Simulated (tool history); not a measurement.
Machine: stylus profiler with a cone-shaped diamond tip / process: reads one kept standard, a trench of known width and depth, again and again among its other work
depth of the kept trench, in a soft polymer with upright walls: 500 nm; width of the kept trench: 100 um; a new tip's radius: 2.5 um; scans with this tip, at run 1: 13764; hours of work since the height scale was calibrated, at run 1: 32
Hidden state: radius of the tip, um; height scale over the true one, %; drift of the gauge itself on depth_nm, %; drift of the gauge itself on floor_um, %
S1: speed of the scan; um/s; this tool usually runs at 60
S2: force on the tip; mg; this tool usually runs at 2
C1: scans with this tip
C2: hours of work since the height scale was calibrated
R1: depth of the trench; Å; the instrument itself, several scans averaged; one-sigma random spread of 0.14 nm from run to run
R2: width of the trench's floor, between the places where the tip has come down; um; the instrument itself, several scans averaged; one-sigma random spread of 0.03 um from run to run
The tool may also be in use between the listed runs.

{"run": 1, "hour": 0.0, "S1": 60, "S2": 2, "C1": 13764, "C2": 32, "R1": 5030, "R2": 96.61}
{"run": 2, "hour": 52.6, "S1": 60, "S2": 0.91, "C1": 14075, "C2": 67, "R1": 5019.7, "R2": 96.41}
{"run": 3, "hour": 121.3, "S1": 60, "S2": 2.28, "C1": 14481, "C2": 114, "R1": 5037.1, "R2": 96.62}
{"run": 4, "hour": 204.3, "S1": 60, "S2": 2.28, "C1": 14972, "C2": 170, "R1": 5034.2, "R2": 96.63}
{"run": 5, "hour": 246.6, "S1": 60, "S2": 2, "C1": 15222, "C2": 199, "R1": 5030, "R2": 96.6}
{"run": 6, "hour": 313.5, "S1": 60, "S2": 2, "C1": 15617, "C2": 244, "R1": 5030.9, "R2": 96.63}
{"run": 7, "hour": 357.7, "S1": 60, "S2": 2, "C1": 15879, "C2": 274, "R1": 5030.7, "R2": 96.62}
{"run": 8, "hour": 428.9, "S1": 60, "S2": 2, "C1": 16299, "C2": 323, "R1": 5032.1, "R2": 96.63}
{"run": 9, "hour": 501.3, "S1": 60, "S2": 1.43, "C1": 16727, "C2": 372, "R1": 5025.2, "R2": 96.49}
{"run": 10, "hour": 565.2, "S1": 60, "S2": 1.21, "C1": 17105, "C2": 415, "R1": 5023.9, "R2": 96.45}
{"run": 11, "hour": 629.0, "S1": 60, "S2": 1.21, "C1": 17482, "C2": 458, "R1": 5022.7, "R2": 96.51}
{"run": 12, "hour": 703.2, "S1": 60, "S2": 1.21, "C1": 17921, "C2": 509, "R1": 5025.3, "R2": 96.46}
{"run": 13, "hour": 743.2, "S1": 60, "S2": 1.25, "C1": 18157, "C2": 536, "R1": 5025.1, "R2": 96.51}
{"run": 14, "hour": 831.8, "S1": 60, "S2": 2, "C1": 18680, "C2": 596, "R1": 5032.2, "R2": 96.59}
{"run": 15, "hour": 906.1, "S1": 29, "S2": 2, "C1": 19120, "C2": 646, "R1": 5032.4, "R2": 96.8}
{"run": 16, "hour": 969.6, "S1": 60, "S2": 1.04, "C1": 19495, "C2": 689, "R1": 5019.8, "R2": 96.39}
{"hour": 1049.9, "done": "new tip fitted, height scale calibrated"}
{"run": 17, "hour": 1049.9, "S1": 166, "S2": 0.77, "C1": 0, "C2": 0, "R1": 5017.7, "R2": 95.26}
{"run": 18, "hour": 1100.9, "S1": 133, "S2": 2.31, "C1": 302, "C2": 35, "R1": 5033.6, "R2": 96.19}
{"run": 19, "hour": 1195.3, "S1": 39, "S2": 1.57, "C1": 860, "C2": 99, "R1": 5025.7, "R2": 96.7}
{"run": 20, "hour": 1292.1, "S1": 227, "S2": 1.53, "C1": 1432, "C2": 164, "R1": 5026.8, "R2": 95.3}
{"run": 21, "hour": 1387.1, "S1": 21, "S2": 2.14, "C1": 1994, "C2": 229, "R1": 5031.8, "R2": 96.87}
{"run": 22, "hour": 1470.2, "S1": 21, "S2": 2.14, "C1": 2485, "C2": 285, "R1": 5034.1, "R2": 96.84}
{"run": 23, "hour": 1541.3, "S1": 116, "S2": 1.31, "C1": 2905, "C2": 333, "R1": 5025.3, "R2": 96.08}
{"run": 24, "hour": 1621.1, "S1": 61, "S2": 0.9, "C1": 3377, "C2": 387, "R1": 5019.7, "R2": 96.44}
{"run": 25, "hour": 1708.2, "S1": 19, "S2": 1.3, "C1": 3891, "C2": 446, "R1": 5023.2, "R2": 96.79}
{"run": 26, "hour": 1772.9, "S1": 202, "S2": 5.08, "C1": 4274, "C2": 490, "R1": 5058.7, "R2": 96.2}
{"run": 27, "hour": 1824.0, "S1": 135, "S2": 2.37, "C1": 4576, "C2": 525, "R1": 5033, "R2": 96.19}
{"run": 28, "hour": 1890.5, "S1": 179, "S2": 3.09, "C1": 4969, "C2": 570, "R1": 5041.6, "R2": 96.05}
{"run": 29, "hour": 1934.8, "S1": 179, "S2": 3.09, "C1": 5230, "C2": 600, "R1": 5043.4, "R2": 96.06}

Below are 3 alternative next runs, each starting from the tool's condition after run 29. Predict each:
{"run": "A", "hour": 1980.3, "S1": 136, "S2": 2.54, "C1": 5500, "C2": 631, "R1": "?", "R2": "?"}
{"run": "B", "hour": 1980.3, "S1": 54, "S2": 1.21, "C1": 5500, "C2": 631, "R1": "?", "R2": "?"}
{"run": "C", "hour": 1980.3, "S1": 22, "S2": 2.08, "C1": 5500, "C2": 631, "R1": "?", "R2": "?"}

run=A R1=5035.1 R2=96.18
run=B R1=5022.8 R2=96.6
run=C R1=5033.6 R2=96.84
The same runs, with their run-to-run variation unchanged, on a tool lacking any hidden condition would have given:
run=A R1=5035.2 R2=96.19
run=B R1=5022.9 R2=96.6
run=C R1=5033.6 R2=96.84

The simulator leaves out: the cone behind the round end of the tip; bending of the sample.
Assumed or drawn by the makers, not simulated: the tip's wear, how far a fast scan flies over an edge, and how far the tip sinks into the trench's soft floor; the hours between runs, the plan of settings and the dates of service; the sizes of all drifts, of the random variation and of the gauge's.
